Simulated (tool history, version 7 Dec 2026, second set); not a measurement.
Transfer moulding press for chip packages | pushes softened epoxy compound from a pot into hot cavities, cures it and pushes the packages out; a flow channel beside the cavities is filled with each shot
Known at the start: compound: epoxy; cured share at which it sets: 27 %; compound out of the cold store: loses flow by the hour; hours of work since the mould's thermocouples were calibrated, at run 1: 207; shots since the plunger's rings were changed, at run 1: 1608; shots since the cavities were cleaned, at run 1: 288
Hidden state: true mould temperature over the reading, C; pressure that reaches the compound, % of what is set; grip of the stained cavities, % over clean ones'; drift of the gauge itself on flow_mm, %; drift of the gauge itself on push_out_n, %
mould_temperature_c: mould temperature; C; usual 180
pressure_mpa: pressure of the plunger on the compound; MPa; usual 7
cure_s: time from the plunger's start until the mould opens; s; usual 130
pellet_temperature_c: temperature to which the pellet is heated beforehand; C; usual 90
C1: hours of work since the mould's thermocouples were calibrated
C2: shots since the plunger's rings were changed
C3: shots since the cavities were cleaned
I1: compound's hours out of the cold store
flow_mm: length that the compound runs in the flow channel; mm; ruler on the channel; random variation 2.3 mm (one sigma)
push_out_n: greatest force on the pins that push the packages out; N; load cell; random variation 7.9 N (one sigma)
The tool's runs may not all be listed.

Run 1, hour 0: usual settings; C1 207; C2 1608; C3 288; I1 32.9. Result: flow_mm 902 mm, push_out_n 507 N.
At hour 46.2: cavities cleaned with cleaning compound and waxed.
Run 2, hour 48.6: usual settings; C1 242; C2 2101; C3 25; I1 17.7. Result: flow_mm 980 mm, push_out_n 650 N.
Run 3, hour 80.7: usual settings; C1 266; C2 2436; C3 360; I1 39.5. Result: flow_mm 864 mm, push_out_n 655 N.
Run 4, hour 110.2: usual settings; C1 288; C2 2744; C3 668; I1 36.3. Result: flow_mm 874 mm, push_out_n 649 N.
At hour 122.6: cavities cleaned with cleaning compound and waxed.
At hour 142.9: cavities cleaned with cleaning compound and waxed, once more.
Run 5, hour 158: usual settings; C1 321; C2 3212; C3 157; I1 38. Result: flow_mm 863 mm, push_out_n 445 N.
At hour 163.7: mould's thermocouples calibrated.
Run 6, hour 202.6: usual settings; C1 29; C2 3657; C3 602; I1 23.9. Result: flow_mm 934 mm, push_out_n 549 N.
At hour 219.7: cavities cleaned with cleaning compound and waxed.
Run 7, hour 237.6: usual settings but cure_s 134 s; C1 54; C2 4008; C3 188; I1 12.5. Result: flow_mm 988 mm, push_out_n 441 N.
Run 8, hour 285: usual settings but cure_s 134 s; C1 89; C2 4503; C3 683; I1 30.9. Result: flow_mm 889 mm, push_out_n 564 N.
At hour 294.6: cavities cleaned with cleaning compound and waxed.
Run 9, hour 306.5: usual settings but cure_s 134 s; C1 103; C2 4712; C3 125; I1 44.8. Result: flow_mm 824 mm, push_out_n 412 N.
Run 10, hour 349.8: usual settings but cure_s 134 s; C1 135; C2 5164; C3 577; I1 27.8. Result: flow_mm 903 mm, push_out_n 557 N.
At hour 358.9: plunger's sealing rings changed.
At hour 371.4: cavities cleaned with cleaning compound and waxed.
Run 11, hour 401: usual settings but cure_s 134 s; C1 170; C2 425; C3 310; I1 15.1. Result: flow_mm 998 mm, push_out_n 482 N.
Run 12, hour 432.8: usual settings but mould_temperature_c 186 C, cure_s 148 s, pellet_temperature_c 82 C; C1 194; C2 757; C3 642; I1 24.5. Result: flow_mm 940 mm, push_out_n 480 N.
At hour 446.8: cavities cleaned with cleaning compound and waxed.
Run 13, hour 462.9: usual settings but mould_temperature_c 186 C, cure_s 148 s, pellet_temperature_c 82 C; C1 215; C2 1056; C3 169; I1 43. Result: flow_mm 846 mm, push_out_n 367 N.
Run 14, hour 507.2: usual settings but mould_temperature_c 186 C, cure_s 148 s, pellet_temperature_c 82 C; C1 248; C2 1519; C3 632; I1 31.1. Result: flow_mm 899 mm, push_out_n 467 N.
At hour 521.8: cavities cleaned with cleaning compound and waxed.
Run 15, hour 541.9: usual settings but mould_temperature_c 173 C, pressure_mpa 5.62 MPa, cure_s 128 s, pellet_temperature_c 98 C; C1 273; C2 1866; C3 210; I1 45.7. Result: flow_mm 761 mm, push_out_n 651 N.
Run 16, hour 567.3: usual settings but mould_temperature_c 172 C, cure_s 156 s; C1 291; C2 2131; C3 475; I1 9.2. Result: flow_mm 1050 mm, push_out_n 619 N.

5 ways to go on from here, each from the tool as it stands after run 16. What would each give?
At hour 597.2: cavities cleaned with cleaning compound and waxed.
Run A, hour 608.7: usual settings but pressure_mpa 7.03 MPa; C1 321; C2 2548; C3 120; I1 34.8. Result: flow_mm ?, push_out_n ?.
At hour 597.2: cavities cleaned with cleaning compound and waxed.
Run B, hour 608.7: usual settings but pressure_mpa 6.36 MPa, cure_s 129 s, pellet_temperature_c 84 C; C1 321; C2 2548; C3 120; I1 25.8. Result: flow_mm ?, push_out_n ?.
At hour 597.2: cavities cleaned with cleaning compound and waxed.
Run C, hour 608.7: usual settings but mould_temperature_c 187 C, pressure_mpa 8.24 MPa, cure_s 156 s; C1 321; C2 2548; C3 120; I1 36.5. Result: flow_mm ?, push_out_n ?.
At hour 597.2: cavities cleaned with cleaning compound and waxed.
Run D, hour 608.7: usual settings but pressure_mpa 6.23 MPa, cure_s 157 s, pellet_temperature_c 85 C; C1 321; C2 2548; C3 120; I1 39.1. Result: flow_mm ?, push_out_n ?.
At hour 597.2: cavities cleaned with cleaning compound and waxed.
Run E, hour 608.7: usual settings but mould_temperature_c 172 C, cure_s 156 s; C1 321; C2 2548; C3 120; I1 8.4. Result: flow_mm ?, push_out_n ?.

run  flow_mm  push_out_n
  A      890         399
  B      886         433
  C      934         349
  D      818         363
  E     1047         479
Without the tool's hidden state the same runs would have given:
run  flow_mm  push_out_n
  A      909         333
  B      905         363
  C      953         287
  D      835         301
  E     1069         407
